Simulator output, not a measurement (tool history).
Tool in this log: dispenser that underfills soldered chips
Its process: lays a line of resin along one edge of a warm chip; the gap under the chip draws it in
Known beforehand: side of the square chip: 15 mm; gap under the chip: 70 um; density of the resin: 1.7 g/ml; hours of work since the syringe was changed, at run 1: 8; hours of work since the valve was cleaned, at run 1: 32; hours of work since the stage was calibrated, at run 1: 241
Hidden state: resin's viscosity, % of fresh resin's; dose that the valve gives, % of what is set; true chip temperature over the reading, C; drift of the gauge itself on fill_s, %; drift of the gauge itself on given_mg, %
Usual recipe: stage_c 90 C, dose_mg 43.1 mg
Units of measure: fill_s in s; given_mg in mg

| run | day | stage_c | dose_mg | hours of work since the syringe was changed | hours of work since the valve was cleaned | hours of work since the stage was calibrated | fill_s | given_mg |
|---|---|---|---|---|---|---|---|---|
| 1 | 0 | 90 | 43.1 | 8 | 32 | 241 | 78.6 | 41.93 |
|  | 0.1 | new syringe of resin |
| 2 | 0.408 | 102 | 43.1 | 6 | 40 | 249 | 41.6 | 41.67 |
|  | 0.633 | new syringe of resin |
| 3 | 0.788 | 102 | 43.1 | 3 | 47 | 256 | 34.3 | 41.65 |
|  | 1.146 | new syringe of resin |
| 4 | 1.421 | 102 | 43.1 | 5 | 59 | 267 | 41.4 | 41.1 |
|  | 1.633 | new syringe of resin |
| 5 | 1.725 | 102 | 43.1 | 2 | 64 | 273 | 30.9 | 40.71 |
|  | 2.162 | new syringe of resin |
| 6 | 2.312 | 80 | 43.1 | 3 | 75 | 284 | 85.5 | 40.73 |
|  | 2.65 | new syringe of resin |
| 7 | 2.825 | 91 | 38.7 | 3 | 85 | 293 | 57.7 | 36.17 |
|  | 3.154 | new syringe of resin |
| 8 | 3.217 | 94 | 54.9 | 1 | 92 | 301 | 41.9 | 50.82 |
|  | 3.421 | dispensing valve cleaned and set on the balance |
|  | 3.7 | new syringe of resin |
| 9 | 3.862 | 96 | 47.9 | 3 | 8 | 312 | 44.8 | 47.32 |
|  | 4.217 | new syringe of resin |
| 10 | 4.292 | 96 | 47.9 | 1 | 16 | 320 | 38.7 | 47.05 |
|  | 4.725 | new syringe of resin |
| 11 | 4.979 | 96 | 47.9 | 5 | 29 | 332 | 50.5 | 46.95 |
|  | 5.221 | new syringe of resin |
| 12 | 5.575 | 93 | 39.5 | 7 | 40 | 343 | 66.5 | 38.41 |

Each row is a separate what-if for the run after 12, all from the same tool condition, not one after another. Results?
|  | 5.729 | new syringe of resin |
| A | 6.175 | 76 | 51.2 | 8 | 51 | 355 | ? | ? |
|  | 5.729 | new syringe of resin |
| B | 6.175 | 98 | 39.1 | 8 | 51 | 355 | ? | ? |
|  | 5.729 | new syringe of resin |
| C | 6.175 | 96 | 53.4 | 8 | 51 | 355 | ? | ? |

| run | fill_s | given_mg |
|---|---|---|
| A | 154.8 | 49.43 |
| B | 63.5 | 37.38 |
| C | 67.1 | 51.22 |
Had the tool no hidden state, the same runs would have come out as:
| run | fill_s | given_mg |
|---|---|---|
| A | 72.3 | 51.51 |
| B | 29.8 | 38.95 |
| C | 32 | 53.37 |

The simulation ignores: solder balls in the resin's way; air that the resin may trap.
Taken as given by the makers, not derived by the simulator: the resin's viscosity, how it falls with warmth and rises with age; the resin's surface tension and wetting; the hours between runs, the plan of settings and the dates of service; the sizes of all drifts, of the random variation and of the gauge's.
